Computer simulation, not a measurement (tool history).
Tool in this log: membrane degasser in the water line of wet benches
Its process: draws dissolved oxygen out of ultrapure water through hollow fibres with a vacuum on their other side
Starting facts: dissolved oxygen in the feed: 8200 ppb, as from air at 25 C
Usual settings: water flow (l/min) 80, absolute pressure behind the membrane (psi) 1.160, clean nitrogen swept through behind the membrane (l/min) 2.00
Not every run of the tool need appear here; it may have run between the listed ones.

run,hour,water flow (l/min),absolute pressure behind the membrane (psi),clean nitrogen swept through behind the membrane (l/min),dissolved oxygen in the water behind the degasser (ppb),pressure that the water loses in the fibres (psi)
1,0.0,80,1.160,2.00,373.8,10.598
2,126.9,80,1.160,2.00,372.2,10.567
3,290.2,80,1.160,2.00,374.3,10.565
4,582.2,80,1.606,2.00,594.3,10.644
5,817.1,80,1.606,2.00,599.4,10.639
6,1085.2,80,1.160,2.00,376.8,10.602
7,1266.6,80,1.492,2.00,546.6,10.699
8,1454.3,80,1.160,1.40,487.9,10.647
9,1639.0,80,1.160,1.40,490.1,10.699
10,1826.1,72,1.160,1.40,456.1,9.583
11,1993.6,72,1.160,1.40,456.7,9.587
12,2246.5,80,1.160,2.10,364.4,10.714
13,2372.0,80,2.184,2.00,873.1,10.726
14,2551.8,80,1.194,2.00,396.0,10.702
15,2848.7,80,1.160,5.99,152.7,10.746
# hour 3059.6: seals of the vacuum lines changed
16,3059.6,80,1.160,5.99,151.8,10.789
17,3211.0,76,1.160,2.00,366.4,10.230
# hour 3475.9: vacuum gauge calibrated
18,3494.3,76,1.160,2.00,359.1,10.305
19,3625.7,86,1.302,2.76,370.0,11.529
20,3835.3,80,0.902,2.00,242.1,10.757
21,4019.9,87,1.160,2.10,386.2,11.696
22,4289.6,87,1.160,2.10,390.3,11.779
23,4461.5,87,1.160,2.10,388.9,11.760
24,4685.0,87,1.160,2.10,390.1,11.776
25,4957.3,118,0.769,1.12,344.5,16.024
26,5152.7,118,0.769,1.12,344.8,16.085
27,5296.5,118,1.907,2.19,935.0,16.088
28,5437.1,118,1.907,2.19,930.1,16.031
29,5611.9,80,1.330,2.69,369.5,10.929
30,5882.1,90,1.413,4.11,314.6,12.264
31,6017.5,90,1.413,4.11,314.3,12.254
32,6214.8,63,2.197,3.30,489.7,8.570
33,6439.9,55,1.160,2.00,283.3,7.509

Alternative continuations, all from the tool just after run 33; predict every row:
A,6684.6,100,1.160,2.00,?,?
B,6684.6,69,0.822,3.49,?,?
C,6684.6,75,1.440,3.47,?,?

run,dissolved oxygen in the water behind the degasser (ppb),pressure that the water loses in the fibres (psi)
A,457.9,13.699
B,115.6,9.514
C,319.0,10.277
Stripped of hidden state, with their random variation kept, the same runs would have yielded:
run,dissolved oxygen in the water behind the degasser (ppb),pressure that the water loses in the fibres (psi)
A,443.9,12.505
B,108.9,8.688
C,311.7,9.381
